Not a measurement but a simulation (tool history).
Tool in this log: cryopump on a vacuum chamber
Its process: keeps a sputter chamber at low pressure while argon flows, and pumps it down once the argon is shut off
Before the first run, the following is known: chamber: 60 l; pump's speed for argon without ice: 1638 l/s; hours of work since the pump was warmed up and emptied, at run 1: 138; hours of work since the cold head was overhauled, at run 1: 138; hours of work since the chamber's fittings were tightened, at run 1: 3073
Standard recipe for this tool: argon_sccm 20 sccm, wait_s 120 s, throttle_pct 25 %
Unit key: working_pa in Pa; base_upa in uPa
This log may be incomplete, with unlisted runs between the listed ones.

run   hour  argon_sccm  wait_s  throttle_pct  hours of work since the pump was warmed up and emptied  hours of work since the cold head was overhauled  hours of work since the chamber's fittings were tightened  working_pa  base_upa
  1      0          20     120            25                                                     138                                               138                                                       3073      0.0837      0.83
  2   17.9          11     120            25                                                     145                                               145                                                       3081      0.0464      0.74
  3   37.5          11     120            25                                                     154                                               154                                                       3089      0.0465      0.79
  4   56.1          11     120            25                                                     162                                               162                                                       3097      0.0456      0.84
  5   73.5          20     120            25                                                     169                                               169                                                       3105      0.0831      0.81
  6  104.6          14     120            25                                                     182                                               182                                                       3118      0.0584      0.79
  7  129.6          20     120            25                                                     193                                               193                                                       3128      0.0846      0.81
  8  156.2          20     120            25                                                     204                                               204                                                       3140      0.0838      0.76
  9  186.8          20     120            25                                                     217                                               217                                                       3153      0.0841      0.83
 10  205.1          20     120            25                                                     225                                               225                                                       3160      0.0844      0.84
 11  219.7          20     120            25                                                     231                                               231                                                       3166      0.0844      0.84
 12  233.9          20      58            25                                                     237                                               237                                                       3173      0.0838      1.02
 13  253.1          14     120            25                                                     245                                               245                                                       3181      0.0588      0.81
 14  283.8          20      34            25                                                     258                                               258                                                       3194      0.0842      1.24
 15  301.3          20      34            25                                                     265                                               265                                                       3201      0.0844      1.26
 16  319.6          20      34            38                                                     273                                               273                                                       3209      0.0568      1.23
 17  335.2          20      34            38                                                     280                                               280                                                       3215      0.0568      1.24
 18  348.5          20     120            25                                                     285                                               285                                                       3221      0.0849      0.81
 19    368          20     226            54                                                     294                                               294                                                       3229      0.0405      0.79
 20  397.8          20     297            34                                                     306                                               306                                                       3242      0.0623      0.72
 21  420.4          10      24            20                                                     316                                               316                                                       3251       0.053       1.5
 22  451.3          10      24            20                                                     329                                               329                                                       3265       0.053      1.51
 23    479          10      24            20                                                     341                                               341                                                       3276      0.0518       1.5
 24  510.2          11      55            51                                                     354                                               354                                                       3289      0.0244      1.06
 25  541.9          25      74            39                                                     367                                               367                                                       3303      0.0692      0.99
 26  558.4          25      74            39                                                     374                                               374                                                       3310      0.0696      0.95
 27  582.6          25      74            39                                                     384                                               384                                                       3320      0.0685         1
 28  602.8          35      25            24                                                     393                                               393                                                       3329      0.1542      1.52
 29  623.7          25     154            24                                                     402                                               402                                                       3337      0.1115      0.89
 30  639.4          18     120            25                                                     409                                               409                                                       3344      0.0765       0.9
 31  668.2          23      24            20                                                     421                                               421                                                       3356       0.121      1.53
 32  689.2          20     120            20                                                     430                                               430                                                       3365      0.1058      0.83
 33  703.4          39     120            41                                                     436                                               436                                                       3371      0.1032      0.88
 34  721.8           9      74            38                                                     443                                               443                                                       3379       0.026         1
 35  749.7          20      24            47                                                     455                                               455                                                       3391      0.0477      1.54

Difference, measured minus no-hidden-state, one row per run. Run-to-run variation is common to both terms; the gauge's own scatter need not be:
The tool's hidden condition here consists of: pump's speed, % of a pump's without ice; cold plate's temperature, K; leak into the chamber, uPa l/s; drift of the gauge itself on working_pa, %; drift of the gauge itself on base_upa, %.
run  working_pa  base_upa
  1     +0.0009     +0.46
  2     +0.0006     +0.44
  3     +0.0005     +0.45
  4     +0.0005     +0.47
  5      +0.001     +0.45
  6     +0.0008     +0.45
  7     +0.0012     +0.46
  8     +0.0012     +0.45
  9     +0.0013     +0.46
 10     +0.0014     +0.48
 11     +0.0015     +0.47
 12     +0.0014     +0.48
 13     +0.0011     +0.47
 14     +0.0017     +0.48
 15     +0.0017     +0.49
 16     +0.0017     +0.49
 17     +0.0018     +0.49
 18     +0.0018     +0.49
 19     +0.0018      +0.5
 20      +0.002     +0.49
 21      +0.001     +0.49
 22     +0.0011     +0.51
 23     +0.0011     +0.51
 24     +0.0012     +0.53
 25     +0.0029     +0.52
 26      +0.003     +0.51
 27     +0.0031     +0.52
 28     +0.0045     +0.54
 29     +0.0033     +0.54
 30     +0.0024     +0.53
 31     +0.0031     +0.54
 32     +0.0029     +0.53
 33     +0.0055     +0.54
 34     +0.0014     +0.55
 35     +0.0031     +0.55
